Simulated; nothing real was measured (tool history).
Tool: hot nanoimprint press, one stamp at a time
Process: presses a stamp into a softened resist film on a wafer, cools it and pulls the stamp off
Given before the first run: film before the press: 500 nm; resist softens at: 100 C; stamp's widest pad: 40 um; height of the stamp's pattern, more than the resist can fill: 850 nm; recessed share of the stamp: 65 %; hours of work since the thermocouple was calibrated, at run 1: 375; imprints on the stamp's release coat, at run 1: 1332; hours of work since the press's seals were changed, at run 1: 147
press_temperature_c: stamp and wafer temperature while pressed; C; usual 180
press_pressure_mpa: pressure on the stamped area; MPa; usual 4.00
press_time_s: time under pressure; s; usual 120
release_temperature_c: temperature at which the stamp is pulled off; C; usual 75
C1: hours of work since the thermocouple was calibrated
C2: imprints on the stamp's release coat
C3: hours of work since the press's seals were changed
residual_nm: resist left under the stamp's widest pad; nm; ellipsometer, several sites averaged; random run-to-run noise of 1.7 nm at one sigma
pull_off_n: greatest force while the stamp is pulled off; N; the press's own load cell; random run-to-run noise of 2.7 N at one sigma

Run 1, hour 0.0: usual settings; C1 375; C2 1332; C3 147. Result: residual_nm 282.5 nm, pull_off_n 151 N.
Run 2, hour 6.7: usual settings; C1 378; C2 1347; C3 150. Result: residual_nm 281.6 nm, pull_off_n 151 N.
Run 3, hour 12.8: usual settings; C1 381; C2 1360; C3 153. Result: residual_nm 281.7 nm, pull_off_n 149 N.
Run 4, hour 19.5: usual settings; C1 384; C2 1375; C3 156. Result: residual_nm 284.8 nm, pull_off_n 155 N.
At hour 31.5: stamp cleaned and given a new release coat.
Run 5, hour 32.3: usual settings; C1 388; C2 1; C3 160. Result: residual_nm 282.2 nm, pull_off_n 125 N.
Run 6, hour 39.4: usual settings; C1 391; C2 17; C3 163. Result: residual_nm 283.8 nm, pull_off_n 126 N.
Run 7, hour 48.7: usual settings but press_pressure_mpa 4.72 MPa; C1 396; C2 37; C3 168. Result: residual_nm 259.5 nm, pull_off_n 125 N.
Run 8, hour 54.7: usual settings but press_pressure_mpa 4.72 MPa; C1 398; C2 50; C3 171. Result: residual_nm 261.6 nm, pull_off_n 127 N.
Run 9, hour 61.6: usual settings but press_pressure_mpa 4.72 MPa, press_time_s 102 s; C1 402; C2 65; C3 174. Result: residual_nm 277.2 nm, pull_off_n 125 N.
Run 10, hour 68.7: usual settings but press_pressure_mpa 4.72 MPa, press_time_s 102 s; C1 405; C2 80; C3 177. Result: residual_nm 275.0 nm, pull_off_n 133 N.
Run 11, hour 75.8: usual settings but press_pressure_mpa 4.72 MPa, press_time_s 102 s; C1 409; C2 96; C3 181. Result: residual_nm 274.3 nm, pull_off_n 122 N.
Run 12, hour 80.6: usual settings; C1 411; C2 106; C3 183. Result: residual_nm 285.0 nm, pull_off_n 128 N.
Run 13, hour 84.7: usual settings; C1 413; C2 115; C3 185. Result: residual_nm 284.6 nm, pull_off_n 128 N.
Run 14, hour 94.1: usual settings; C1 418; C2 135; C3 190. Result: residual_nm 284.0 nm, pull_off_n 129 N.
Run 15, hour 100.7: usual settings; C1 421; C2 150; C3 193. Result: residual_nm 285.4 nm, pull_off_n 127 N.
Run 16, hour 108.0: usual settings; C1 424; C2 166; C3 197. Result: residual_nm 285.8 nm, pull_off_n 130 N.
Run 17, hour 116.0: usual settings but press_temperature_c 189 C, press_pressure_mpa 5.41 MPa; C1 428; C2 183; C3 200. Result: residual_nm 168.5 nm, pull_off_n 126 N.
Run 18, hour 121.7: usual settings but press_temperature_c 184 C, release_temperature_c 63 C; C1 431; C2 195; C3 203. Result: residual_nm 244.5 nm, pull_off_n 143 N.
At hour 125.6: plate thermocouple calibrated.
Run 19, hour 132.3: usual settings but press_temperature_c 184 C, release_temperature_c 63 C; C1 3; C2 212; C3 207. Result: residual_nm 250.8 nm, pull_off_n 134 N.
Run 20, hour 138.1: usual settings but press_temperature_c 184 C, release_temperature_c 63 C; C1 6; C2 224; C3 210. Result: residual_nm 250.6 nm, pull_off_n 143 N.
Run 21, hour 144.2: usual settings but press_temperature_c 184 C, release_temperature_c 63 C; C1 9; C2 238; C3 213. Result: residual_nm 249.0 nm, pull_off_n 146 N.
At hour 150.4: plate thermocouple calibrated, once more.
Run 22, hour 153.8: usual settings but press_temperature_c 181 C, release_temperature_c 63 C; C1 2; C2 252; C3 216. Result: residual_nm 261.9 nm, pull_off_n 144 N.
Run 23, hour 158.3: usual settings but press_pressure_mpa 5.66 MPa; C1 4; C2 262; C3 218. Result: residual_nm 229.6 nm, pull_off_n 130 N.
Run 24, hour 165.6: usual settings but press_temperature_c 181 C, press_pressure_mpa 4.23 MPa; C1 7; C2 277; C3 222. Result: residual_nm 254.7 nm, pull_off_n 130 N.
Run 25, hour 173.3: usual settings but press_temperature_c 178 C, press_pressure_mpa 5.89 MPa, release_temperature_c 69 C; C1 11; C2 294; C3 225. Result: residual_nm 241.7 nm, pull_off_n 140 N.
Run 26, hour 179.6: usual settings but press_temperature_c 178 C, press_pressure_mpa 4.54 MPa, release_temperature_c 69 C; C1 14; C2 308; C3 228. Result: residual_nm 275.5 nm, pull_off_n 133 N.
Run 27, hour 188.9: usual settings but press_pressure_mpa 3.77 MPa, release_temperature_c 78 C; C1 19; C2 328; C3 233. Result: residual_nm 280.6 nm, pull_off_n 129 N.
Run 28, hour 194.1: usual settings but press_time_s 91 s; C1 21; C2 339; C3 235. Result: residual_nm 292.4 nm, pull_off_n 131 N.
Run 29, hour 199.3: usual settings but press_time_s 91 s; C1 24; C2 351; C3 238. Result: residual_nm 296.4 nm, pull_off_n 130 N.

Predict each of these 4 candidate next runs independently; none follows another, all start after run 29:
Run A, hour 208.5: usual settings but press_time_s 79 s, release_temperature_c 77 C; C1 28; C2 371; C3 242. Result: residual_nm ?, pull_off_n ?.
Run B, hour 208.5: usual settings but press_pressure_mpa 2.91 MPa, press_time_s 91 s; C1 28; C2 371; C3 242. Result: residual_nm ?, pull_off_n ?.
Run C, hour 208.5: usual settings but press_temperature_c 187 C, press_pressure_mpa 2.96 MPa, press_time_s 91 s, release_temperature_c 63 C; C1 28; C2 371; C3 242. Result: residual_nm ?, pull_off_n ?.
Run D, hour 208.5: usual settings but press_temperature_c 175 C, press_pressure_mpa 6.16 MPa, release_temperature_c 70 C; C1 28; C2 371; C3 242. Result: residual_nm ?, pull_off_n ?.

run  residual_nm  pull_off_n
  A        311.8         131
  B        335.5         133
  C        265.4         143
  D        272.2         135
Stripped of hidden state, with their random variation kept, the same runs would have yielded:
run  residual_nm  pull_off_n
  A        309.0         125
  B        333.5         126
  C        263.3         136
  D        268.0         128
